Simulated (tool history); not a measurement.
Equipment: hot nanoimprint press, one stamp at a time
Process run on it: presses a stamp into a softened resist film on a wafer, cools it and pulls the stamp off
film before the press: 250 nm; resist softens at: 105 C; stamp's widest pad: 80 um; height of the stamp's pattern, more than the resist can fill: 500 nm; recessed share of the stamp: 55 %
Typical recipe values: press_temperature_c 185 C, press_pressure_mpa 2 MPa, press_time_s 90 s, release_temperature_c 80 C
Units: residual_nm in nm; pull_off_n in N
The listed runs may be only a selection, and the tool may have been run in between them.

Run 1, hour 0: usual settings. Result: residual_nm 144.4 nm, pull_off_n 102 N.
Run 2, hour 9.3: usual settings. Result: residual_nm 143.8 nm, pull_off_n 102 N.
Run 3, hour 18.2: usual settings but press_temperature_c 193 C. Result: residual_nm 116.9 nm, pull_off_n 102 N.
Run 4, hour 24.7: usual settings. Result: residual_nm 144 nm, pull_off_n 103 N.
Run 5, hour 37.6: usual settings but press_pressure_mpa 2.07 MPa. Result: residual_nm 142.3 nm, pull_off_n 102 N.
Run 6, hour 49.9: usual settings but press_pressure_mpa 2.07 MPa. Result: residual_nm 142.1 nm, pull_off_n 105 N.
Run 7, hour 56.9: usual settings. Result: residual_nm 143.7 nm, pull_off_n 105 N.
Run 8, hour 72.3: usual settings. Result: residual_nm 143.8 nm, pull_off_n 102 N.
At hour 78: plate thermocouple calibrated.
Run 9, hour 83.7: usual settings. Result: residual_nm 144.2 nm, pull_off_n 101 N.
Run 10, hour 98.7: usual settings but release_temperature_c 76 C. Result: residual_nm 144 nm, pull_off_n 103 N.
Run 11, hour 109.4: usual settings but press_pressure_mpa 2.28 MPa, release_temperature_c 76 C. Result: residual_nm 136.2 nm, pull_off_n 108 N.
Run 12, hour 121.9: usual settings but press_pressure_mpa 2.28 MPa, release_temperature_c 76 C. Result: residual_nm 136.1 nm, pull_off_n 106 N.
Run 13, hour 128.6: usual settings but press_temperature_c 177 C, press_pressure_mpa 2.28 MPa, press_time_s 107 s, release_temperature_c 66 C. Result: residual_nm 158.9 nm, pull_off_n 113 N.
Run 14, hour 136.8: usual settings but press_temperature_c 177 C, press_pressure_mpa 2.28 MPa, press_time_s 107 s, release_temperature_c 66 C. Result: residual_nm 159.1 nm, pull_off_n 114 N.
Run 15, hour 152.3: usual settings but press_temperature_c 177 C, press_pressure_mpa 2.28 MPa, press_time_s 107 s, release_temperature_c 66 C. Result: residual_nm 158.7 nm, pull_off_n 113 N.
Run 16, hour 165.7: usual settings but press_temperature_c 181 C, press_pressure_mpa 1.52 MPa, release_temperature_c 82 C. Result: residual_nm 174.1 nm, pull_off_n 102 N.
Run 17, hour 176.2: usual settings but press_pressure_mpa 2.16 MPa. Result: residual_nm 139.2 nm, pull_off_n 101 N.
Run 18, hour 188: usual settings but release_temperature_c 76 C. Result: residual_nm 143.6 nm, pull_off_n 107 N.

Results per run with the tool's hidden condition removed, run-to-run variation unchanged:
Hidden state at play: true temperature over the reading, C; pressure that arrives at the usual setting, %; grip of the stamp's worn release coat, % over a new coat's; drift of the gauge itself on residual_nm, %; drift of the gauge itself on pull_off_n, %.
run  residual_nm
  1        144.5
  2          144
  3          117
  4        144.2
  5        142.6
  6        142.4
  7        144.1
  8        144.2
  9        144.5
 10        144.4
 11        136.6
 12        136.6
 13        159.5
 14        159.7
 15        159.4
 16          175
 17        139.9
 18        144.4
pull_off_n: within 1 N of the measured result in every run.

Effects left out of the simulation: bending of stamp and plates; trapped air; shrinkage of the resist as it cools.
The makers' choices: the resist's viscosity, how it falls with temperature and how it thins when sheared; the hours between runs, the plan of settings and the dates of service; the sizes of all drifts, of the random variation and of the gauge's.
